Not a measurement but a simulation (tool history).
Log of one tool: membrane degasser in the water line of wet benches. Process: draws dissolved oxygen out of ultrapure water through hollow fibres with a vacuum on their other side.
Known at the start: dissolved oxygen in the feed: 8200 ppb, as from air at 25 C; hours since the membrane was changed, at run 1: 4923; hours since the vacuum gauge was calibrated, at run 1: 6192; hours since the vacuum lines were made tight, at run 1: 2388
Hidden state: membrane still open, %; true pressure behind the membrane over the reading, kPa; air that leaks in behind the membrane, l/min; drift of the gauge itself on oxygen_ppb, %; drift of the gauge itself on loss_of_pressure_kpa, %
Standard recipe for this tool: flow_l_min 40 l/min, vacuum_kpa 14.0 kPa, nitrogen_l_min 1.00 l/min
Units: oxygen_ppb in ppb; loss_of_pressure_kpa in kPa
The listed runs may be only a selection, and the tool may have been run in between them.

| run | hour | flow_l_min | vacuum_kpa | nitrogen_l_min | hours since the membrane was changed | hours since the vacuum gauge was calibrated | hours since the vacuum lines were made tight | oxygen_ppb | loss_of_pressure_kpa |
|---|---|---|---|---|---|---|---|---|---|
| 1 | 0.0 | 40 | 14.0 | 1.00 | 4923 | 6192 | 2388 | 1040.2 | 65.52 |
| 2 | 87.4 | 40 | 14.0 | 1.00 | 5010 | 6280 | 2475 | 1008.9 | 65.52 |
| 3 | 150.1 | 40 | 14.0 | 1.00 | 5073 | 6343 | 2538 | 1035.8 | 65.89 |
| 4 | 282.1 | 40 | 14.0 | 1.36 | 5205 | 6475 | 2670 | 858.9 | 65.46 |
| 5 | 367.6 | 40 | 14.0 | 1.36 | 5290 | 6560 | 2755 | 868.5 | 65.49 |
| 6 | 491.3 | 40 | 14.0 | 1.36 | 5414 | 6684 | 2879 | 857.8 | 65.67 |
| 7 | 557.6 | 40 | 14.0 | 1.36 | 5480 | 6750 | 2945 | 864.9 | 65.52 |
| 8 | 687.6 | 40 | 14.0 | 1.36 | 5610 | 6880 | 3075 | 882.9 | 66.18 |
| 9 | 785.0 | 40 | 17.6 | 1.00 | 5708 | 6977 | 3173 | 1275.2 | 65.63 |
| 10 | 872.1 | 40 | 17.6 | 1.00 | 5795 | 7065 | 3260 | 1261.9 | 65.97 |
| 11 | 953.8 | 40 | 17.6 | 0.54 | 5876 | 7146 | 3342 | 1795.6 | 65.73 |
| 12 | 1016.7 | 40 | 17.6 | 0.54 | 5939 | 7209 | 3404 | 1797.6 | 65.52 |
| 13 | 1156.5 | 40 | 17.6 | 0.54 | 6079 | 7349 | 3544 | 1791.0 | 65.71 |
| 14 | 1298.6 | 40 | 14.0 | 1.00 | 6221 | 7491 | 3686 | 1045.9 | 66.39 |
| 15 | 1414.3 | 40 | 14.0 | 1.00 | 6337 | 7607 | 3802 | 1046.3 | 66.27 |
|  | 1511.7 | seals of the vacuum lines changed |
| 16 | 1514.9 | 62 | 12.8 | 0.50 | 6435 | 7705 | 3 | 1908.7 | 102.69 |
| 17 | 1628.7 | 62 | 21.7 | 1.13 | 6549 | 7819 | 117 | 1909.3 | 103.56 |
| 18 | 1779.7 | 62 | 21.7 | 1.13 | 6700 | 7970 | 268 | 1925.4 | 102.55 |
|  | 1844.2 | vacuum gauge calibrated |
| 19 | 1905.5 | 31 | 14.0 | 1.88 | 6826 | 61 | 393 | 540.5 | 51.81 |
| 20 | 2054.9 | 40 | 23.9 | 1.00 | 6975 | 211 | 543 | 1601.9 | 66.33 |
| 21 | 2160.3 | 32 | 14.0 | 1.00 | 7080 | 316 | 648 | 815.3 | 53.18 |
| 22 | 2223.5 | 25 | 13.9 | 2.95 | 7144 | 379 | 711 | 331.5 | 42.09 |
| 23 | 2373.9 | 25 | 13.9 | 2.95 | 7294 | 530 | 862 | 335.1 | 41.95 |
| 24 | 2513.2 | 64 | 19.3 | 1.00 | 7433 | 669 | 1001 | 1849.1 | 107.43 |
| 25 | 2621.6 | 46 | 18.4 | 0.53 | 7542 | 777 | 1109 | 1993.3 | 77.33 |
| 26 | 2693.9 | 46 | 18.4 | 0.53 | 7614 | 850 | 1182 | 1992.5 | 77.14 |
| 27 | 2769.0 | 64 | 15.2 | 0.77 | 7689 | 925 | 1257 | 1729.8 | 107.96 |
| 28 | 2831.3 | 64 | 15.2 | 0.77 | 7751 | 987 | 1319 | 1719.0 | 107.32 |

Here are 5 independent what-if runs from the current tool condition. What would each one return?
| A | 2967.8 | 64 | 11.0 | 2.77 | 7888 | 1124 | 1456 | ? | ? |
| B | 2967.8 | 56 | 29.7 | 1.54 | 7888 | 1124 | 1456 | ? | ? |
| C | 2967.8 | 40 | 28.2 | 2.35 | 7888 | 1124 | 1456 | ? | ? |
| D | 2967.8 | 52 | 8.8 | 2.31 | 7888 | 1124 | 1456 | ? | ? |
| E | 2967.8 | 64 | 23.1 | 0.54 | 7888 | 1124 | 1456 | ? | ? |

| run | oxygen_ppb | loss_of_pressure_kpa |
|---|---|---|
| A | 747.9 | 108.11 |
| B | 1866.9 | 94.26 |
| C | 1066.5 | 67.02 |
| D | 574.4 | 87.40 |
| E | 2896.7 | 108.29 |
Take away the tool's hidden state, keep each run's random variation, and the runs would have read:
| run | oxygen_ppb | loss_of_pressure_kpa |
|---|---|---|
| A | 660.5 | 99.74 |
| B | 1804.9 | 86.96 |
| C | 1009.6 | 61.82 |
| D | 497.1 | 80.61 |
| E | 2848.0 | 99.90 |
